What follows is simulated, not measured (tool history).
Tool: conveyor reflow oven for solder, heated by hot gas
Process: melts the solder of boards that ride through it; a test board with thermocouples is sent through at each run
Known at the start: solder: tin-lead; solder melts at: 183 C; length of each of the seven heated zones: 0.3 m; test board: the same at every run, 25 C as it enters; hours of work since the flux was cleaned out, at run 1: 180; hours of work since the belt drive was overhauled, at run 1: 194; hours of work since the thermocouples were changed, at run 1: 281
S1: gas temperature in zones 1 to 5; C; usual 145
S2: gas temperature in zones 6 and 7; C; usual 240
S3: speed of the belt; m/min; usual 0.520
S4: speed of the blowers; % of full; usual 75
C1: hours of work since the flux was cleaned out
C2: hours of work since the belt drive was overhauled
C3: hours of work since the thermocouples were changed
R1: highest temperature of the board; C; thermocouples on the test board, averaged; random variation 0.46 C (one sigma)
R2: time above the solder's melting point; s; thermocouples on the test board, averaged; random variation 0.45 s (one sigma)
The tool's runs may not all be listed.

| run | day | S1 | S2 | S3 | S4 | C1 | C2 | C3 | R1 | R2 |
|---|---|---|---|---|---|---|---|---|---|---|
| 1 | 0.000 | 145 | 240 | 0.520 | 75 | 180 | 194 | 281 | 221.5 | 57.1 |
| 2 | 0.692 | 145 | 240 | 0.520 | 75 | 188 | 202 | 288 | 221.6 | 56.6 |
| 3 | 1.175 | 145 | 240 | 0.520 | 75 | 193 | 207 | 294 | 222.0 | 56.8 |
| 4 | 1.608 | 145 | 240 | 0.520 | 75 | 198 | 212 | 299 | 220.7 | 56.7 |
| 5 | 2.325 | 145 | 240 | 0.566 | 75 | 206 | 220 | 307 | 218.5 | 50.6 |
| 6 | 2.721 | 145 | 254 | 0.520 | 75 | 210 | 225 | 311 | 233.0 | 63.0 |
|  | 3.000 | flux residue cleaned out of gas plates and filters |
| 7 | 3.338 | 145 | 254 | 0.520 | 85 | 4 | 229 | 316 | 232.7 | 62.8 |
| 8 | 4.125 | 145 | 254 | 0.520 | 85 | 13 | 238 | 324 | 232.2 | 63.3 |
| 9 | 4.596 | 143 | 241 | 0.515 | 77 | 18 | 243 | 330 | 219.5 | 56.4 |
| 10 | 4.988 | 133 | 249 | 0.482 | 51 | 22 | 247 | 334 | 220.7 | 56.8 |
| 11 | 5.683 | 146 | 245 | 0.423 | 51 | 30 | 255 | 342 | 226.0 | 74.9 |

3 ways to go on from here, each from the tool as it stands after run 11. What would each give?
|  | 6.267 | flux residue cleaned out of gas plates and filters, once more |
| A | 6.679 | 153 | 247 | 0.520 | 76 | 5 | 264 | 350 | ? | ? |
|  | 6.267 | flux residue cleaned out of gas plates and filters, once more |
| B | 6.679 | 145 | 231 | 0.423 | 65 | 5 | 264 | 350 | ? | ? |
|  | 6.267 | flux residue cleaned out of gas plates and filters, once more |
| C | 6.679 | 146 | 252 | 0.426 | 67 | 5 | 264 | 350 | ? | ? |

| run | R1 | R2 |
|---|---|---|
| A | 231.1 | 65.6 |
| B | 220.1 | 70.0 |
| C | 239.6 | 80.2 |
Without the tool's hidden state the same runs would have given:
| run | R1 | R2 |
|---|---|---|
| A | 230.7 | 64.9 |
| B | 219.7 | 69.1 |
| C | 239.2 | 79.4 |
